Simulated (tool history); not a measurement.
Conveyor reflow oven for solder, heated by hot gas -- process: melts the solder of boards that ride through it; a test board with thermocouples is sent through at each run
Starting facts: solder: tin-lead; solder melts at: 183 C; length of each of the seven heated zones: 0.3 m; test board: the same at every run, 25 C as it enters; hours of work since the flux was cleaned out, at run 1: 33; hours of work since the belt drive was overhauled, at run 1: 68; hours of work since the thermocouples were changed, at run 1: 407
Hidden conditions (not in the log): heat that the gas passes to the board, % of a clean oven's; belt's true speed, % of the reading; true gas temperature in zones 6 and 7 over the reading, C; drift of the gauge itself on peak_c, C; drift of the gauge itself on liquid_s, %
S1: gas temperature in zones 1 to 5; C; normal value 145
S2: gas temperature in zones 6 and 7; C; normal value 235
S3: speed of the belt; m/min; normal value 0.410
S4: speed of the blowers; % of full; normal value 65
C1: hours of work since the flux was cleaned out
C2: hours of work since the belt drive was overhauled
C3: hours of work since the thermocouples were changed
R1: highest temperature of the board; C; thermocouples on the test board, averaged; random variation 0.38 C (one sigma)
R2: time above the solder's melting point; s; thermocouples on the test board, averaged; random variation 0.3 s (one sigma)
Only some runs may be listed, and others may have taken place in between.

run	hour	S1	S2	S3	S4	C1	C2	C3	R1	R2
1	0.0	145	235	0.410	65	33	68	407	217.3	68.0
2	5.2	145	235	0.410	65	35	71	409	217.0	68.4
3	12.8	145	235	0.411	65	39	74	413	217.4	67.8
4	18.0	145	235	0.411	65	42	77	416	217.9	67.5
5	25.4	145	235	0.411	65	45	81	419	217.6	67.9
6	32.8	145	235	0.411	65	49	84	423	216.9	67.7
7	39.4	145	235	0.411	65	52	88	426	216.9	67.7
8	47.6	145	235	0.411	65	57	92	431	216.3	67.7
9	55.4	145	247	0.410	65	60	96	435	227.3	75.8
10	64.3	145	235	0.410	65	65	100	439	216.6	68.2
11	70.8	145	240	0.410	65	68	104	442	221.5	71.8
12	77.3	145	235	0.410	65	72	107	446	216.6	67.7
13	81.4	145	235	0.410	65	74	109	448	216.7	67.9
14	89.8	145	235	0.390	65	78	113	452	218.4	73.3
15	98.6	145	235	0.390	65	82	118	456	217.5	72.6
16	103.2	145	235	0.390	65	85	120	459	219.2	72.7
17	108.8	145	235	0.390	65	87	123	461	217.8	72.8
18	114.9	145	235	0.346	65	90	126	465	221.3	86.6
19	122.1	145	235	0.346	65	94	130	468	221.1	85.7
20	127.2	137	229	0.410	65	97	132	471	209.9	57.0
21	136.0	137	229	0.410	65	101	136	475	209.3	57.7
22	142.2	137	229	0.354	65	104	140	478	213.9	73.1
23	151.0	149	235	0.393	65	109	144	483	218.4	74.5
24	157.6	149	235	0.393	65	112	147	486	217.8	74.2
25	161.3	146	227	0.430	52	114	149	488	203.7	49.8
26	167.9	141	235	0.410	58	117	153	491	212.9	62.0
27	172.9	141	235	0.410	58	120	155	494	213.0	62.0
28	179.8	141	235	0.410	58	123	159	497	212.3	61.9
29	185.3	141	235	0.410	58	126	161	500	213.4	61.3
30	192.5	141	235	0.383	51	130	165	504	212.6	66.0
31	198.4	132	235	0.410	62	133	168	507	212.6	58.1

Hidden state or all else? Some run-to-run changes of R1, split into what the settings, what came in and random variation would give without the hidden state, and what is left for the hidden state (with any gauge scatter that isn't in both results):
Run 8 -> 9: S2 235 -> 247, S3 0.411 -> 0.410. R1 +11.0 C: hidden state -0.2, all else +11.2.
Run 19 -> 20: S1 145 -> 137, S2 235 -> 229, S3 0.346 -> 0.410. R1 -11.2 C: hidden state -0.1, all else -11.1.
Run 24 -> 25: S1 149 -> 146, S2 235 -> 227, S3 0.393 -> 0.430, S4 65 -> 52. R1 -14.1 C: hidden state +0.2, all else -14.3.
Run 30 -> 31: S1 141 -> 132, S3 0.383 -> 0.410, S4 51 -> 62. R1 +0.0 C: hidden state -0.4, all else +0.4.
